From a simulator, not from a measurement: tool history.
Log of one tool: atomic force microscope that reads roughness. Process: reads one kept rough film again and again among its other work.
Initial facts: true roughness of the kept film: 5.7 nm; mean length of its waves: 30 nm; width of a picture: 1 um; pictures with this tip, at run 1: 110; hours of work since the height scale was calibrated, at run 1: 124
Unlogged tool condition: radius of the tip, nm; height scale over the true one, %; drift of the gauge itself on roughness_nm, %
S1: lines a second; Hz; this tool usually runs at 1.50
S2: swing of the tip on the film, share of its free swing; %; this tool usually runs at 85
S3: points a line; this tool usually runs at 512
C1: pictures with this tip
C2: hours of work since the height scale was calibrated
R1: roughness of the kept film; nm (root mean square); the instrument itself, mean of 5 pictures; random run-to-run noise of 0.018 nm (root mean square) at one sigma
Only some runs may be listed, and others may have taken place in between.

Run 1, day 0.000: usual settings; C1 110; C2 124. Result: R1 3.790 nm (root mean square).
Run 2, day 0.392: usual settings but S3 810; C1 119; C2 130. Result: R1 3.747 nm (root mean square).
Run 3, day 0.942: usual settings but S3 810; C1 132; C2 138. Result: R1 3.696 nm (root mean square).
Run 4, day 1.358: usual settings but S1 1.60 Hz, S3 810; C1 142; C2 144. Result: R1 3.599 nm (root mean square).
Run 5, day 1.800: usual settings but S1 1.60 Hz, S3 810; C1 152; C2 150. Result: R1 3.566 nm (root mean square).
Run 6, day 2.254: usual settings but S1 1.60 Hz, S3 810; C1 162; C2 157. Result: R1 3.489 nm (root mean square).
Run 7, day 2.625: usual settings but S1 1.60 Hz, S3 810; C1 171; C2 162. Result: R1 3.497 nm (root mean square).
Run 8, day 3.067: usual settings but S1 1.68 Hz; C1 181; C2 169. Result: R1 3.412 nm (root mean square).
Run 9, day 3.538: usual settings; C1 192; C2 175. Result: R1 3.406 nm (root mean square).
Run 10, day 3.821: usual settings; C1 198; C2 180. Result: R1 3.371 nm (root mean square).
Run 11, day 4.304: usual settings; C1 210; C2 187. Result: R1 3.301 nm (root mean square).
Run 12, day 4.817: usual settings but S1 1.77 Hz; C1 222; C2 194. Result: R1 3.223 nm (root mean square).
Run 13, day 5.338: usual settings but S1 1.77 Hz; C1 233; C2 202. Result: R1 3.186 nm (root mean square).
Run 14, day 5.696: usual settings but S1 1.77 Hz; C1 242; C2 207. Result: R1 3.180 nm (root mean square).
At day 5.783: height scale calibrated on a step standard.
Run 15, day 5.971: usual settings but S1 1.90 Hz; C1 247; C2 3. Result: R1 3.121 nm (root mean square).
Run 16, day 6.221: usual settings but S1 1.90 Hz; C1 253; C2 6. Result: R1 3.085 nm (root mean square).
At day 6.629: height scale calibrated on a step standard, once more.
Run 17, day 6.762: usual settings but S1 3.96 Hz; C1 264; C2 2. Result: R1 2.809 nm (root mean square).
Run 18, day 7.217: usual settings but S1 3.96 Hz; C1 275; C2 9. Result: R1 2.798 nm (root mean square).
Run 19, day 7.467: usual settings; C1 281; C2 12. Result: R1 3.044 nm (root mean square).
Run 20, day 7.883: usual settings but S1 2.06 Hz; C1 290; C2 18. Result: R1 2.963 nm (root mean square).
Run 21, day 8.417: usual settings but S1 2.06 Hz, S2 78 %, S3 1020; C1 303; C2 26. Result: R1 2.983 nm (root mean square).
Run 22, day 8.688: usual settings but S1 1.88 Hz, S2 83 %, S3 696; C1 309; C2 30. Result: R1 2.965 nm (root mean square).
Run 23, day 9.071: usual settings but S1 0.72 Hz, S2 59 %, S3 696; C1 318; C2 35. Result: R1 3.133 nm (root mean square).
Run 24, day 9.421: usual settings but S2 66 %; C1 326; C2 40. Result: R1 3.070 nm (root mean square).
Run 25, day 9.783: usual settings but S1 0.84 Hz, S2 74 %, S3 298; C1 334; C2 46. Result: R1 3.013 nm (root mean square).
Run 26, day 10.100: usual settings but S2 60 %, S3 429; C1 342; C2 50. Result: R1 3.027 nm (root mean square).
Run 27, day 10.488: usual settings but S1 2.89 Hz, S3 629; C1 350; C2 56. Result: R1 2.717 nm (root mean square).
Run 28, day 10.725: usual settings but S1 3.34 Hz, S2 70 %; C1 356; C2 59. Result: R1 2.820 nm (root mean square).
Run 29, day 11.042: usual settings but S1 3.34 Hz, S2 58 %, S3 770; C1 363; C2 64. Result: R1 2.934 nm (root mean square).
Run 30, day 11.362: usual settings but S1 3.34 Hz, S2 58 %, S3 677; C1 371; C2 69. Result: R1 2.907 nm (root mean square).
At day 11.462: new tip fitted.
Run 31, day 11.675: usual settings but S1 3.34 Hz, S2 58 %, S3 677; C1 4; C2 73. Result: R1 4.643 nm (root mean square).
Run 32, day 12.150: usual settings but S1 3.34 Hz, S2 58 %, S3 677; C1 15; C2 80. Result: R1 4.510 nm (root mean square).
Run 33, day 12.500: usual settings but S1 3.63 Hz, S2 67 %, S3 641; C1 23; C2 85. Result: R1 4.343 nm (root mean square).
Run 34, day 12.775: usual settings but S1 1.64 Hz, S2 74 %; C1 30; C2 89. Result: R1 4.390 nm (root mean square).
Run 35, day 13.292: usual settings but S1 1.64 Hz, S2 67 %, S3 884; C1 42; C2 96. Result: R1 4.390 nm (root mean square).
Run 36, day 13.754: usual settings but S1 0.81 Hz, S2 76 %, S3 304; C1 52; C2 103. Result: R1 4.309 nm (root mean square).
Run 37, day 14.279: usual settings but S1 0.81 Hz, S2 79 %, S3 604; C1 65; C2 111. Result: R1 4.262 nm (root mean square).
Run 38, day 14.638: usual settings but S1 1.01 Hz, S2 55 %; C1 73; C2 116. Result: R1 4.269 nm (root mean square).
Run 39, day 14.967: usual settings but S1 1.07 Hz, S2 82 %; C1 80; C2 120. Result: R1 4.126 nm (root mean square).

Predict each of these 3 candidate next runs independently; none follows another, all start after run 39:
Run A, day 15.275: usual settings but S1 2.26 Hz, S2 61 %, S3 269; C1 88; C2 125. Result: R1 ?.
Run B, day 15.275: usual settings but S3 406; C1 88; C2 125. Result: R1 ?.
Run C, day 15.275: usual settings but S1 1.57 Hz, S2 66 %; C1 88; C2 125. Result: R1 ?.

run     R1
  A  4.077
  B  3.920
  C  4.138
Had the tool no hidden state, the same runs would have come out as:
run     R1
  A  4.661
  B  4.482
  C  4.731
